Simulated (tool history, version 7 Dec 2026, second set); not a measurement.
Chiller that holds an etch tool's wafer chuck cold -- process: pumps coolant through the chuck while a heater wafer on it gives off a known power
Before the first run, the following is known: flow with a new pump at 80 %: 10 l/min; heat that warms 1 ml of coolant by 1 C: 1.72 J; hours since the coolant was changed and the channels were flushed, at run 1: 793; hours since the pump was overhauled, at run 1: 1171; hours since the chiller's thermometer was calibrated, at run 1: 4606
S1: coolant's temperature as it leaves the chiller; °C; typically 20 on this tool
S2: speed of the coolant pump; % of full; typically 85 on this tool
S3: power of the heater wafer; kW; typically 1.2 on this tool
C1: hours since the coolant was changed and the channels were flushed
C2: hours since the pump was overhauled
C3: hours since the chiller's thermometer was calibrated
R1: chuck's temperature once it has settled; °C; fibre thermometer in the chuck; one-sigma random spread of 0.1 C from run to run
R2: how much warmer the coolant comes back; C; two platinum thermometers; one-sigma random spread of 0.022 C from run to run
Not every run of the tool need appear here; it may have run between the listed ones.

{"run": 1, "hour": 0.0, "S1": 20, "S2": 85, "S3": 1.2, "C1": 793, "C2": 1171, "C3": 4606, "R1": 30.3, "R2": 3.95}
{"run": 2, "hour": 28.3, "S1": 20, "S2": 85, "S3": 1.2, "C1": 821, "C2": 1199, "C3": 4634, "R1": 30.2, "R2": 3.97}
{"run": 3, "hour": 57.0, "S1": 20, "S2": 85, "S3": 1.2, "C1": 850, "C2": 1228, "C3": 4663, "R1": 30.2, "R2": 3.91}
{"run": 4, "hour": 88.6, "S1": 20, "S2": 85, "S3": 1.209, "C1": 881, "C2": 1259, "C3": 4694, "R1": 30.2, "R2": 3.96}
{"run": 5, "hour": 121.8, "S1": 20, "S2": 85, "S3": 1.2, "C1": 914, "C2": 1292, "C3": 4727, "R1": 30.3, "R2": 3.95}
{"run": 6, "hour": 152.8, "S1": 20, "S2": 85, "S3": 1.2, "C1": 945, "C2": 1323, "C3": 4758, "R1": 30.1, "R2": 3.96}
{"run": 7, "hour": 196.4, "S1": 20, "S2": 82, "S3": 1.2, "C1": 989, "C2": 1367, "C3": 4802, "R1": 30.6, "R2": 4.14}
{"hour": 204.4, "done": "coolant pump overhauled"}
{"run": 8, "hour": 234.9, "S1": 13, "S2": 85, "S3": 1.2, "C1": 1023, "C2": 31, "C3": 4836, "R1": 23.2, "R2": 3.95}
{"hour": 260.0, "done": "chiller's thermometer calibrated"}
{"run": 9, "hour": 267.9, "S1": 10, "S2": 85, "S3": 1.2, "C1": 1055, "C2": 63, "C3": 8, "R1": 20.5, "R2": 3.96}
{"run": 10, "hour": 306.9, "S1": 20, "S2": 85, "S3": 1.2, "C1": 1094, "C2": 102, "C3": 47, "R1": 30.3, "R2": 3.97}
{"run": 11, "hour": 339.5, "S1": 20, "S2": 94, "S3": 1.2, "C1": 1126, "C2": 134, "C3": 79, "R1": 29.6, "R2": 3.56}
{"run": 12, "hour": 377.1, "S1": 20, "S2": 80, "S3": 1.069, "C1": 1164, "C2": 172, "C3": 117, "R1": 29.8, "R2": 3.78}
{"run": 13, "hour": 396.3, "S1": 17, "S2": 84, "S3": 0.636, "C1": 1183, "C2": 191, "C3": 136, "R1": 22.6, "R2": 2.12}
{"run": 14, "hour": 437.4, "S1": 17, "S2": 84, "S3": 0.636, "C1": 1224, "C2": 232, "C3": 177, "R1": 22.7, "R2": 2.16}
{"hour": 453.8, "done": "coolant pump overhauled, once more"}
{"run": 15, "hour": 480.1, "S1": 20, "S2": 76, "S3": 0.749, "C1": 1262, "C2": 26, "C3": 215, "R1": 27.2, "R2": 2.76}
{"run": 16, "hour": 508.6, "S1": 30, "S2": 62, "S3": 0.67, "C1": 1290, "C2": 55, "C3": 244, "R1": 37.6, "R2": 3.09}
{"run": 17, "hour": 542.6, "S1": 30, "S2": 62, "S3": 0.67, "C1": 1324, "C2": 89, "C3": 278, "R1": 37.7, "R2": 3.13}
{"run": 18, "hour": 566.9, "S1": 26, "S2": 65, "S3": 1.2, "C1": 1349, "C2": 113, "C3": 302, "R1": 39.2, "R2": 5.26}
{"run": 19, "hour": 604.4, "S1": 26, "S2": 65, "S3": 1.2, "C1": 1386, "C2": 151, "C3": 339, "R1": 39.1, "R2": 5.29}

What if the next run were any one of these 3? Each begins from the tool's condition after run 19:
{"run": "A", "hour": 634.3, "S1": 22, "S2": 85, "S3": 0.665, "C1": 1416, "C2": 180, "C3": 369, "R1": "?", "R2": "?"}
{"run": "B", "hour": 634.3, "S1": 20, "S2": 94, "S3": 0.717, "C1": 1416, "C2": 180, "C3": 369, "R1": "?", "R2": "?"}
{"run": "C", "hour": 634.3, "S1": 14, "S2": 88, "S3": 1.2, "C1": 1416, "C2": 180, "C3": 369, "R1": "?", "R2": "?"}

run=A R1=27.8 R2=2.19
run=B R1=26.1 R2=2.13
run=C R1=24.2 R2=3.83
Had the tool no hidden state, the same runs would have come out as:
run=A R1=27.5 R2=2.16
run=B R1=25.9 R2=2.1
run=C R1=23.8 R2=3.78
